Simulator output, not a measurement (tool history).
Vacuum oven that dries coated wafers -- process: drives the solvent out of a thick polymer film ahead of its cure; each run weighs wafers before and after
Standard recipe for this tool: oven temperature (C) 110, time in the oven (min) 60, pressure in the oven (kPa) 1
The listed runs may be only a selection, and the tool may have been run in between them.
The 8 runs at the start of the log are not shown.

run    hour  oven temperature (C)  time in the oven (min)  pressure in the oven (kPa)  hours of work since the thermocouples were calibrated  hours of work since the vacuum gauge was cleaned of residue  solvent left in the film (%)
  9   637.8                   110                      60                        0.66                                                    406                                                         2628                          2.96
 10   707.8                   106                      60                           1                                                    449                                                         2671                           4.6
 11   793.3                   106                      60                           1                                                    502                                                         2724                          4.62
 12   891.1                   106                      60                           1                                                    562                                                         2784                          4.51
 13   945.4                   110                      60                           1                                                    595                                                         2817                          3.36
 14    1026                   110                      60                           1                                                    644                                                         2867                          3.45
     1054.9  -- vacuum gauge cleaned of residue and calibrated
 15  1079.4                   110                      60                           1                                                    676                                                           15                          2.05
 16  1176.9                   110                      60                           1                                                    736                                                           75                          2.03
 17  1246.4                   110                      60                           1                                                    779                                                          118                          2.06
     1283.8  -- oven's thermocouples calibrated
 18  1303.5                   110                      60                           1                                                     12                                                          151                          2.38
 19  1397.4                   110                      60                        0.91                                                     70                                                          209                          2.32
 20  1458.7                   110                      60                        0.91                                                    107                                                          246                          2.28
 21  1540.3                   110                      60                        0.91                                                    157                                                          297                          2.36
 22  1597.6                   110                      60                        0.91                                                    192                                                          332                          2.23
 23  1642.7                   124                      50                           1                                                    220                                                          359                          0.89
 24  1696.4                   116                      60                        3.09                                                    253                                                          392                          3.31
 25  1772.8                   124                      60                        1.26                                                    300                                                          439                          1.17
 26  1866.6                   123                      68                        1.67                                                    357                                                          497                          1.49
 27  1955.1                   118                      60                           2                                                    412                                                          551                          2.05
 28  2004.6                   118                      60                           2                                                    442                                                          581                          2.02
 29  2065.9                   118                      60                           2                                                    480                                                          619                           2.1
 30  2115.9                   118                      60                           2                                                    510                                                          650                          2.09
 31  2205.5                   118                      60                           2                                                    565                                                          705                          2.07
 32  2250.8                   118                      60                        0.71                                                    593                                                          732                          1.06
 33  2311.7                   101                      34                        3.04                                                    631                                                          770                         10.67

Forecast run 34:
 34  2383.4                   115                      85                        1.68                                                    674                                                          814                             ?

Run 34 produced solvent left in the film (%) 1.9.
With the hidden condition absent and the run-to-run variation left alone, this run would have shown solvent left in the film (%) 1.67.
